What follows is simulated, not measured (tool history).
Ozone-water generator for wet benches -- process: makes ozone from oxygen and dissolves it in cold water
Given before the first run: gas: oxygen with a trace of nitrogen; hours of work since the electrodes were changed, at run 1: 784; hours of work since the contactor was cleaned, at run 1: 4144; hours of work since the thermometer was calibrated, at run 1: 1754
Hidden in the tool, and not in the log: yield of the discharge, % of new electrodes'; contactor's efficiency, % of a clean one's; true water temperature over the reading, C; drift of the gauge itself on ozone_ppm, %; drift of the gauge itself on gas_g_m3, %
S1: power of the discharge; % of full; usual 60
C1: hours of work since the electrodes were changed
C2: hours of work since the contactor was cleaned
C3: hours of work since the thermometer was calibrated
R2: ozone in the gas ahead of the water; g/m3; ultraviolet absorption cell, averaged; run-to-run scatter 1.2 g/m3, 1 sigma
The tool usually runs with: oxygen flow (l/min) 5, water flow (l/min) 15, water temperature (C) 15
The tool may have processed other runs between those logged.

run 1 day=0 | S1=60 oxygen_flow_(l/min)=5 water_flow_(l/min)=15 water_temperature_(C)=15 | C1=784 C2=4144 C3=1754 | dissolved_ozone_(ppm)=28.6 R2=222.4
run 2 day=2.412 | S1=60 oxygen_flow_(l/min)=5 water_flow_(l/min)=15 water_temperature_(C)=15 | C1=835 C2=4195 C3=1805 | dissolved_ozone_(ppm)=28.4 R2=221.3
run 3 day=5.679 | S1=60 oxygen_flow_(l/min)=5 water_flow_(l/min)=15 water_temperature_(C)=15 | C1=904 C2=4264 C3=1875 | dissolved_ozone_(ppm)=28.6 R2=221.8
run 4 day=8.804 | S1=60 oxygen_flow_(l/min)=5 water_flow_(l/min)=15 water_temperature_(C)=15 | C1=970 C2=4330 C3=1941 | dissolved_ozone_(ppm)=28.4 R2=221
run 5 day=11.7 | S1=60 oxygen_flow_(l/min)=5 water_flow_(l/min)=15 water_temperature_(C)=15 | C1=1032 C2=4392 C3=2002 | dissolved_ozone_(ppm)=28.2 R2=219.3
run 6 day=13.546 | S1=60 oxygen_flow_(l/min)=5 water_flow_(l/min)=15 water_temperature_(C)=10 | C1=1071 C2=4431 C3=2042 | dissolved_ozone_(ppm)=30.6 R2=219.9
run 7 day=15.7 | S1=60 oxygen_flow_(l/min)=5 water_flow_(l/min)=15 water_temperature_(C)=16 | C1=1116 C2=4477 C3=2087 | dissolved_ozone_(ppm)=27.7 R2=222.2
run 8 day=19.279 | S1=60 oxygen_flow_(l/min)=5 water_flow_(l/min)=15 water_temperature_(C)=16 | C1=1192 C2=4553 C3=2163 | dissolved_ozone_(ppm)=27.7 R2=217.6
run 9 day=21.221 | S1=60 oxygen_flow_(l/min)=5 water_flow_(l/min)=15 water_temperature_(C)=16 | C1=1234 C2=4594 C3=2204 | dissolved_ozone_(ppm)=27.4 R2=220
-- day=21.629 contactor cleaned
run 10 day=23.292 | S1=60 oxygen_flow_(l/min)=3.28 water_flow_(l/min)=15 water_temperature_(C)=16 | C1=1274 C2=35 C3=2245 | dissolved_ozone_(ppm)=25.7 R2=262.2
run 11 day=26.817 | S1=60 oxygen_flow_(l/min)=3.28 water_flow_(l/min)=15 water_temperature_(C)=16 | C1=1349 C2=110 C3=2319 | dissolved_ozone_(ppm)=25.8 R2=262.2
run 12 day=28.604 | S1=60 oxygen_flow_(l/min)=2.61 water_flow_(l/min)=15 water_temperature_(C)=15 | C1=1387 C2=148 C3=2357 | dissolved_ozone_(ppm)=24.9 R2=289.8
run 13 day=32.221 | S1=60 oxygen_flow_(l/min)=2.61 water_flow_(l/min)=15 water_temperature_(C)=15 | C1=1463 C2=225 C3=2434 | dissolved_ozone_(ppm)=24.5 R2=290.1
run 14 day=35.821 | S1=60 oxygen_flow_(l/min)=2.61 water_flow_(l/min)=15 water_temperature_(C)=15 | C1=1540 C2=301 C3=2510 | dissolved_ozone_(ppm)=24.3 R2=284.3
-- day=38.104 contactor cleaned, once more
run 15 day=38.15 | S1=60 oxygen_flow_(l/min)=2.61 water_flow_(l/min)=15 water_temperature_(C)=15 | C1=1585 C2=1 C3=2556 | dissolved_ozone_(ppm)=25.9 R2=287.8
run 16 day=41.858 | S1=88 oxygen_flow_(l/min)=5.97 water_flow_(l/min)=10 water_temperature_(C)=23 | C1=1664 C2=80 C3=2635 | dissolved_ozone_(ppm)=43.3 R2=272.4
run 17 day=43.762 | S1=60 oxygen_flow_(l/min)=5 water_flow_(l/min)=12 water_temperature_(C)=9 | C1=1704 C2=120 C3=2675 | dissolved_ozone_(ppm)=37.1 R2=217.8
run 18 day=47.071 | S1=60 oxygen_flow_(l/min)=5 water_flow_(l/min)=12 water_temperature_(C)=9 | C1=1775 C2=190 C3=2745 | dissolved_ozone_(ppm)=37.2 R2=216.2
run 19 day=50.15 | S1=60 oxygen_flow_(l/min)=2.68 water_flow_(l/min)=23 water_temperature_(C)=19 | C1=1840 C2=255 C3=2811 | dissolved_ozone_(ppm)=15.7 R2=280.8
run 20 day=53.346 | S1=67 oxygen_flow_(l/min)=5 water_flow_(l/min)=9 water_temperature_(C)=15 | C1=1908 C2=323 C3=2878 | dissolved_ozone_(ppm)=44.3 R2=234.6
run 21 day=55.608 | S1=67 oxygen_flow_(l/min)=5 water_flow_(l/min)=9 water_temperature_(C)=15 | C1=1956 C2=371 C3=2926 | dissolved_ozone_(ppm)=44 R2=234.1
run 22 day=58.5 | S1=53 oxygen_flow_(l/min)=3.3 water_flow_(l/min)=19 water_temperature_(C)=11 | C1=2017 C2=433 C3=2988 | dissolved_ozone_(ppm)=20.3 R2=233.7
run 23 day=61.675 | S1=63 oxygen_flow_(l/min)=5 water_flow_(l/min)=15 water_temperature_(C)=20 | C1=2084 C2=500 C3=3055 | dissolved_ozone_(ppm)=27.1 R2=222.6
run 24 day=64.012 | S1=60 oxygen_flow_(l/min)=4.84 water_flow_(l/min)=14 water_temperature_(C)=15 | C1=2134 C2=549 C3=3105 | dissolved_ozone_(ppm)=29.2 R2=216.6
run 25 day=65.629 | S1=60 oxygen_flow_(l/min)=5 water_flow_(l/min)=15 water_temperature_(C)=18 | C1=2168 C2=584 C3=3139 | dissolved_ozone_(ppm)=26.5 R2=212.3
run 26 day=69.021 | S1=60 oxygen_flow_(l/min)=5 water_flow_(l/min)=15 water_temperature_(C)=18 | C1=2240 C2=656 C3=3211 | dissolved_ozone_(ppm)=26.3 R2=214.3
run 27 day=72.362 | S1=60 oxygen_flow_(l/min)=5 water_flow_(l/min)=15 water_temperature_(C)=18 | C1=2311 C2=727 C3=3282 | dissolved_ozone_(ppm)=26.5 R2=213.4
run 28 day=75.65 | S1=64 oxygen_flow_(l/min)=5 water_flow_(l/min)=15 water_temperature_(C)=17 | C1=2381 C2=796 C3=3351 | dissolved_ozone_(ppm)=28.4 R2=223.1
run 29 day=77.904 | S1=64 oxygen_flow_(l/min)=5 water_flow_(l/min)=15 water_temperature_(C)=17 | C1=2429 C2=844 C3=3399 | dissolved_ozone_(ppm)=28.2 R2=220

3 ways to go on from here, each from the tool as it stands after run 29. What would each give?
run A day=81.192 | S1=46 oxygen_flow_(l/min)=5 water_flow_(l/min)=15 water_temperature_(C)=18 | C1=2498 C2=914 C3=3469 | dissolved_ozone_(ppm)=? R2=?
run B day=81.192 | S1=60 oxygen_flow_(l/min)=5 water_flow_(l/min)=20 water_temperature_(C)=18 | C1=2498 C2=914 C3=3469 | dissolved_ozone_(ppm)=? R2=?
run C day=81.192 | S1=76 oxygen_flow_(l/min)=3.04 water_flow_(l/min)=15 water_temperature_(C)=7 | C1=2498 C2=914 C3=3469 | dissolved_ozone_(ppm)=? R2=?

run=A dissolved_ozone_(ppm)=21.4 R2=172.5
run=B dissolved_ozone_(ppm)=20.6 R2=210.4
run=C dissolved_ozone_(ppm)=33.3 R2=312.6
What these runs would have given with no unlogged condition in the tool:
run=A dissolved_ozone_(ppm)=23 R2=183.2
run=B dissolved_ozone_(ppm)=22.6 R2=228
run=C dissolved_ozone_(ppm)=37.1 R2=344.8
